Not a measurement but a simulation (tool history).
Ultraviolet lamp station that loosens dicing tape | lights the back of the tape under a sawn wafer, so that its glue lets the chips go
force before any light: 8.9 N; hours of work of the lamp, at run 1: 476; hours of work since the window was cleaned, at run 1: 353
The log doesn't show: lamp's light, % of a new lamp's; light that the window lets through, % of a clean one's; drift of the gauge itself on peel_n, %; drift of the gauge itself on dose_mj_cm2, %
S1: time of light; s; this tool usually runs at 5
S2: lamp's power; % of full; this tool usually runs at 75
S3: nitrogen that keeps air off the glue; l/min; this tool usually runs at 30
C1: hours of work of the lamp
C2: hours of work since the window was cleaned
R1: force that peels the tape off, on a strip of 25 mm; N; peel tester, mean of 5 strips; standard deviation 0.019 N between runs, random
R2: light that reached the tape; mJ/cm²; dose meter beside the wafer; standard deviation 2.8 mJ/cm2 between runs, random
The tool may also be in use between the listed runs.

run	hour	S1	S2	S3	C1	C2	R1	R2
1	0	5	75	30	476	353	1.534	300
2	12.1	5	75	30	483	360	1.573	294
3	32.8	5	75	30	496	373	1.521	296
4	46.6	5	75	30	505	381	1.539	295
5	62.5	5	75	30	514	391	1.538	293
6	75.7	5	75	30	522	399	1.612	294
7	90.9	5	75	30	532	408	1.563	292
8	100.9	5	75	30	538	415	1.628	285
9	118.6	5	75	30	548	425	1.566	290
10	134.2	5	75	30	558	435	1.635	285
11	152.9	5	75	30	569	446	1.558	282
12	167.7	5	75	30	578	455	1.673	282
13	178.9	5	75	30	585	462	1.673	283
14	192.5	5	75	54	594	470	1.413	280
15	201.3	6	75	14	599	476	1.608	337
16	211.7	6	75	11	605	482	1.798	337

The next listed run, before its measurement:
17	220.6	4	93	30	611	488	?	?

{"run 17": {"R1": 1.711, "R2": 274}}
Minus the tool's unlogged condition, the same run would have read R1 0.939 N, R2 380 mJ/cm².

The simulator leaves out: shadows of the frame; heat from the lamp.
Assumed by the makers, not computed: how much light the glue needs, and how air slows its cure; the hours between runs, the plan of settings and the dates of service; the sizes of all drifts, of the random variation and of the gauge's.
